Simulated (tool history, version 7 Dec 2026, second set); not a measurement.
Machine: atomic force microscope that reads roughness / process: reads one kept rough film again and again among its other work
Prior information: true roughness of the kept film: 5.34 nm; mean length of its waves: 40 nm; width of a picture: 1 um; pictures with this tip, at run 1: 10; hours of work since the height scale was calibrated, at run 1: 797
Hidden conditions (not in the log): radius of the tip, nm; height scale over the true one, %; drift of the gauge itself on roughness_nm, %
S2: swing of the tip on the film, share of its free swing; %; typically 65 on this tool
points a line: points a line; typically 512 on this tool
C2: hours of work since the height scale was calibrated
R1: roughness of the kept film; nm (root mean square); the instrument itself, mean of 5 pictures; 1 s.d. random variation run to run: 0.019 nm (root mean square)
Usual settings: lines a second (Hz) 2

run 1 hour=0 | lines_a_second_(Hz)=2 S2=65 points_a_line=512 | pictures_with_this_tip=10 C2=797 | R1=4.516
run 2 hour=32.2 | lines_a_second_(Hz)=2 S2=65 points_a_line=512 | pictures_with_this_tip=72 C2=822 | R1=4.317
run 3 hour=68.7 | lines_a_second_(Hz)=2 S2=79 points_a_line=512 | pictures_with_this_tip=142 C2=849 | R1=3.719
run 4 hour=124.6 | lines_a_second_(Hz)=2 S2=65 points_a_line=290 | pictures_with_this_tip=249 C2=892 | R1=3.791
-- hour=133.7 new tip fitted
run 5 hour=174 | lines_a_second_(Hz)=2 S2=78 points_a_line=512 | pictures_with_this_tip=77 C2=929 | R1=3.983
run 6 hour=227.1 | lines_a_second_(Hz)=2 S2=78 points_a_line=512 | pictures_with_this_tip=179 C2=969 | R1=3.686
run 7 hour=267.3 | lines_a_second_(Hz)=2 S2=65 points_a_line=536 | pictures_with_this_tip=256 C2=999 | R1=3.749
-- hour=275.3 new tip fitted
run 8 hour=330.2 | lines_a_second_(Hz)=2 S2=80 points_a_line=512 | pictures_with_this_tip=106 C2=1046 | R1=3.774
run 9 hour=376.7 | lines_a_second_(Hz)=2 S2=65 points_a_line=512 | pictures_with_this_tip=195 C2=1081 | R1=3.912
-- hour=414.2 new tip fitted
run 10 hour=427.6 | lines_a_second_(Hz)=2 S2=65 points_a_line=512 | pictures_with_this_tip=25 C2=1119 | R1=4.42
run 11 hour=472.3 | lines_a_second_(Hz)=2 S2=65 points_a_line=325 | pictures_with_this_tip=111 C2=1153 | R1=4.1
run 12 hour=534.9 | lines_a_second_(Hz)=2 S2=65 points_a_line=512 | pictures_with_this_tip=231 C2=1201 | R1=3.759
-- hour=552.8 new tip fitted
run 13 hour=584.9 | lines_a_second_(Hz)=2 S2=65 points_a_line=512 | pictures_with_this_tip=61 C2=1238 | R1=4.294
-- hour=602.8 height scale calibrated on a step standard
run 14 hour=627.3 | lines_a_second_(Hz)=3.73 S2=65 points_a_line=512 | pictures_with_this_tip=141 C2=18 | R1=3.894
run 15 hour=681.2 | lines_a_second_(Hz)=2 S2=65 points_a_line=444 | pictures_with_this_tip=244 C2=59 | R1=3.885
-- hour=693.5 new tip fitted
run 16 hour=710.8 | lines_a_second_(Hz)=2 S2=65 points_a_line=444 | pictures_with_this_tip=33 C2=81 | R1=4.472
run 17 hour=756.5 | lines_a_second_(Hz)=0.56 S2=69 points_a_line=512 | pictures_with_this_tip=121 C2=116 | R1=4.437
run 18 hour=782.4 | lines_a_second_(Hz)=0.56 S2=69 points_a_line=512 | pictures_with_this_tip=170 C2=135 | R1=4.301
-- hour=833.6 new tip fitted
run 19 hour=833.7 | lines_a_second_(Hz)=2 S2=73 points_a_line=687 | pictures_with_this_tip=1 C2=174 | R1=4.405
run 20 hour=871.9 | lines_a_second_(Hz)=2.45 S2=62 points_a_line=342 | pictures_with_this_tip=74 C2=203 | R1=4.342
run 21 hour=901.7 | lines_a_second_(Hz)=2.15 S2=62 points_a_line=441 | pictures_with_this_tip=131 C2=225 | R1=4.218
run 22 hour=952.8 | lines_a_second_(Hz)=2.15 S2=62 points_a_line=441 | pictures_with_this_tip=229 C2=264 | R1=3.917
-- hour=973.3 new tip fitted
run 23 hour=1011 | lines_a_second_(Hz)=1.14 S2=63 points_a_line=608 | pictures_with_this_tip=73 C2=307 | R1=4.514
run 24 hour=1040.8 | lines_a_second_(Hz)=1.72 S2=72 points_a_line=377 | pictures_with_this_tip=130 C2=330 | R1=4.073
run 25 hour=1095.4 | lines_a_second_(Hz)=1.95 S2=87 points_a_line=566 | pictures_with_this_tip=235 C2=371 | R1=3.342
-- hour=1115.9 new tip fitted
run 26 hour=1134.2 | lines_a_second_(Hz)=1.95 S2=87 points_a_line=566 | pictures_with_this_tip=35 C2=400 | R1=3.809
run 27 hour=1185 | lines_a_second_(Hz)=2.92 S2=83 points_a_line=288 | pictures_with_this_tip=133 C2=438 | R1=3.386
run 28 hour=1240.9 | lines_a_second_(Hz)=2.92 S2=83 points_a_line=288 | pictures_with_this_tip=240 C2=481 | R1=3.179
-- hour=1256.7 new tip fitted
run 29 hour=1284.1 | lines_a_second_(Hz)=2.92 S2=83 points_a_line=288 | pictures_with_this_tip=53 C2=513 | R1=3.564

For each entry between runs, how does the tool's hidden state at the last listed run before it compare with that at the first listed run after it?
After run 4, before run 5: new tip fitted (hour 133.7)
  radius of the tip, nm: 19.9 -> 9.4; height scale over the true one, %: -2.03 -> -2.11
  measured less the result without the state, R1: -0.792 -> -0.307 nm (root mean square)
After run 7, before run 8: new tip fitted (hour 275.3)
  radius of the tip, nm: 21.2 -> 11.8; height scale over the true one, %: -2.28 -> -2.38
  measured less the result without the state, R1: -0.86 -> -0.417 nm (root mean square)
After run 9, before run 10: new tip fitted (hour 414.2)
  radius of the tip, nm: 17.2 -> 6.7; height scale over the true one, %: -2.46 -> -2.55
  measured less the result without the state, R1: -0.702 -> -0.213 nm (root mean square)
After run 12, before run 13: new tip fitted (hour 552.8)
  radius of the tip, nm: 20.5 -> 8.9; height scale over the true one, %: -2.73 -> -2.82
  measured less the result without the state, R1: -0.848 -> -0.338 nm (root mean square)
After run 13, before run 14: height scale calibrated on a step standard (hour 602.8)
  radius of the tip, nm: 8.9 -> 14.1; height scale over the true one, %: -2.82 -> -0.06
  measured less the result without the state, R1: -0.338 -> -0.439 nm (root mean square)
After run 15, before run 16: new tip fitted (hour 693.5)
  radius of the tip, nm: 20.5 -> 7.2; height scale over the true one, %: -0.15 -> -0.2
  measured less the result without the state, R1: -0.752 -> -0.131 nm (root mean square)
After run 18, before run 19: new tip fitted (hour 833.6)
  radius of the tip, nm: 15.3 -> 5.1; height scale over the true one, %: -0.33 -> -0.42
  measured less the result without the state, R1: -0.564 -> -0.026 nm (root mean square)
After run 22, before run 23: new tip fitted (hour 973.3)
  radius of the tip, nm: 19 -> 9.7; height scale over the true one, %: -0.61 -> -0.7
  measured less the result without the state, R1: -0.707 -> -0.294 nm (root mean square)
After run 25, before run 26: new tip fitted (hour 1115.9)
  radius of the tip, nm: 19.5 -> 7.3; height scale over the true one, %: -0.86 -> -0.93
  measured less the result without the state, R1: -0.632 -> -0.144 nm (root mean square)
After run 28, before run 29: new tip fitted (hour 1256.7)
  radius of the tip, nm: 19.6 -> 8.7; height scale over the true one, %: -1.1 -> -1.17
  measured less the result without the state, R1: -0.616 -> -0.207 nm (root mean square)
